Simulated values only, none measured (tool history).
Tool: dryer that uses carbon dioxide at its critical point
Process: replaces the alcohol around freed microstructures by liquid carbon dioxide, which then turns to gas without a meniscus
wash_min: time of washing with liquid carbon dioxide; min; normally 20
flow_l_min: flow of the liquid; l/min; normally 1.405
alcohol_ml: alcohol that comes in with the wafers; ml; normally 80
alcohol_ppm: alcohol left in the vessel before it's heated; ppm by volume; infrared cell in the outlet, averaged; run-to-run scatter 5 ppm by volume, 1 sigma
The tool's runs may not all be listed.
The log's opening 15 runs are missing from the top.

Run 16, day 3.921: usual settings but wash_min 16 min, alcohol_ml 21 ml. Result: alcohol_ppm 49 ppm by volume.
Run 17, day 4.204: usual settings but wash_min 16 min, alcohol_ml 21 ml. Result: alcohol_ppm 54 ppm by volume.
Run 18, day 4.492: usual settings but flow_l_min 0.850 l/min, alcohol_ml 46 ml. Result: alcohol_ppm 296 ppm by volume.
Run 19, day 4.771: usual settings but wash_min 16 min, flow_l_min 2.160 l/min. Result: alcohol_ppm 18 ppm by volume.
Run 20, day 4.983: usual settings but wash_min 23 min, flow_l_min 1.340 l/min, alcohol_ml 34 ml. Result: alcohol_ppm 21 ppm by volume.
Run 21, day 5.362: usual settings but wash_min 23 min, alcohol_ml 29 ml. Result: alcohol_ppm 19 ppm by volume.
Run 22, day 5.733: usual settings but wash_min 23 min, alcohol_ml 29 ml. Result: alcohol_ppm 18 ppm by volume.
Run 23, day 6.062: usual settings but wash_min 21 min, flow_l_min 1.140 l/min, alcohol_ml 88 ml. Result: alcohol_ppm 133 ppm by volume.
Run 24, day 6.350: usual settings but wash_min 21 min, flow_l_min 1.140 l/min, alcohol_ml 88 ml. Result: alcohol_ppm 134 ppm by volume.
Run 25, day 6.646: usual settings but wash_min 23 min, alcohol_ml 34 ml. Result: alcohol_ppm 12 ppm by volume.
Run 26, day 6.958: usual settings but wash_min 22 min, flow_l_min 1.360 l/min. Result: alcohol_ppm 46 ppm by volume.
Run 27, day 7.150: usual settings but wash_min 14 min, alcohol_ml 100 ml. Result: alcohol_ppm 367 ppm by volume.
Run 28, day 7.338: usual settings but wash_min 12 min, flow_l_min 2.190 l/min, alcohol_ml 100 ml. Result: alcohol_ppm 92 ppm by volume.
Run 29, day 7.683: usual settings but wash_min 12 min, flow_l_min 2.190 l/min, alcohol_ml 116 ml. Result: alcohol_ppm 105 ppm by volume.
Run 30, day 7.896: usual settings but wash_min 14 min, flow_l_min 2.220 l/min, alcohol_ml 31 ml. Result: alcohol_ppm 19 ppm by volume.
Run 31, day 8.054: usual settings but wash_min 24 min, flow_l_min 1.110 l/min, alcohol_ml 99 ml. Result: alcohol_ppm 96 ppm by volume.

Each row is a separate what-if for the run after 31, all from the same tool condition, not one after another. Results?
Run A, day 8.221: usual settings but flow_l_min 1.180 l/min. Result: alcohol_ppm ?.
Run B, day 8.221: usual settings but wash_min 26 min, alcohol_ml 25 ml. Result: alcohol_ppm ?.
Run C, day 8.221: usual settings but wash_min 15 min, flow_l_min 1.860 l/min, alcohol_ml 78 ml. Result: alcohol_ppm ?.

run  alcohol_ppm
  A          142
  B           14
  C           58
Without the tool's unlogged condition, the same runs would have read:
run  alcohol_ppm
  A          104
  B            2
  C           37

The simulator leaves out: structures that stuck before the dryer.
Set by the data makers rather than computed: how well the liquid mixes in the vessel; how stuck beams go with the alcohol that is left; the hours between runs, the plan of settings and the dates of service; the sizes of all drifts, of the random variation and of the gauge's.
